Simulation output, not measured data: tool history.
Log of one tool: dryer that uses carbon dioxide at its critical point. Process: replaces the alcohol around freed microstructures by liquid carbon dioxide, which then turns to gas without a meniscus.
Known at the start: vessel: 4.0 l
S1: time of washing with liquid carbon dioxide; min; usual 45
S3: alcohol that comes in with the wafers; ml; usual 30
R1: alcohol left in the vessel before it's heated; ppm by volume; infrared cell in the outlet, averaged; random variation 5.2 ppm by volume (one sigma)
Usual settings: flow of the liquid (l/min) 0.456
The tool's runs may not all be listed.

run 1 hour=0.0 | S1=45 flow_of_the_liquid_(l/min)=0.456 S3=30 | R1=121
run 2 hour=36.3 | S1=45 flow_of_the_liquid_(l/min)=0.456 S3=36 | R1=151
run 3 hour=64.4 | S1=45 flow_of_the_liquid_(l/min)=0.456 S3=30 | R1=145
-- hour=85.1 inlet filter changed
run 4 hour=107.2 | S1=45 flow_of_the_liquid_(l/min)=0.456 S3=30 | R1=109
run 5 hour=149.2 | S1=45 flow_of_the_liquid_(l/min)=0.520 S3=30 | R1=67
run 6 hour=190.5 | S1=45 flow_of_the_liquid_(l/min)=0.520 S3=81 | R1=171
run 7 hour=234.8 | S1=45 flow_of_the_liquid_(l/min)=0.456 S3=29 | R1=136
run 8 hour=283.5 | S1=45 flow_of_the_liquid_(l/min)=0.456 S3=81 | R1=360
-- hour=330.0 inlet filter changed
run 9 hour=331.6 | S1=45 flow_of_the_liquid_(l/min)=0.310 S3=30 | R1=365
run 10 hour=362.2 | S1=72 flow_of_the_liquid_(l/min)=0.310 S3=30 | R1=81
run 11 hour=388.4 | S1=63 flow_of_the_liquid_(l/min)=0.340 S3=30 | R1=105
run 12 hour=432.3 | S1=63 flow_of_the_liquid_(l/min)=0.340 S3=30 | R1=108
run 13 hour=456.0 | S1=63 flow_of_the_liquid_(l/min)=0.340 S3=30 | R1=123
run 14 hour=504.4 | S1=35 flow_of_the_liquid_(l/min)=0.286 S3=24 | R1=806
run 15 hour=548.8 | S1=35 flow_of_the_liquid_(l/min)=0.286 S3=24 | R1=847
-- hour=575.0 inlet filter changed
run 16 hour=595.0 | S1=35 flow_of_the_liquid_(l/min)=0.286 S3=24 | R1=720
run 17 hour=643.7 | S1=39 flow_of_the_liquid_(l/min)=0.649 S3=38 | R1=94
run 18 hour=674.1 | S1=47 flow_of_the_liquid_(l/min)=0.456 S3=22 | R1=101
run 19 hour=705.5 | S1=39 flow_of_the_liquid_(l/min)=0.581 S3=86 | R1=226

5 ways to go on from here, each from the tool as it stands after run 19. What would each give?
run A hour=729.8 | S1=45 flow_of_the_liquid_(l/min)=0.456 S3=39 | R1=?
run B hour=729.8 | S1=72 flow_of_the_liquid_(l/min)=0.581 S3=86 | R1=?
run C hour=729.8 | S1=58 flow_of_the_liquid_(l/min)=0.360 S3=35 | R1=?
run D hour=729.8 | S1=39 flow_of_the_liquid_(l/min)=0.581 S3=114 | R1=?
run E hour=729.8 | S1=39 flow_of_the_liquid_(l/min)=0.446 S3=42 | R1=?

run=A R1=185
run=B R1=55
run=C R1=168
run=D R1=303
run=E R1=348
Without the tool's hidden state the same runs would have given:
run=A R1=107
run=B R1=9
run=C R1=96
run=D R1=190
run=E R1=242

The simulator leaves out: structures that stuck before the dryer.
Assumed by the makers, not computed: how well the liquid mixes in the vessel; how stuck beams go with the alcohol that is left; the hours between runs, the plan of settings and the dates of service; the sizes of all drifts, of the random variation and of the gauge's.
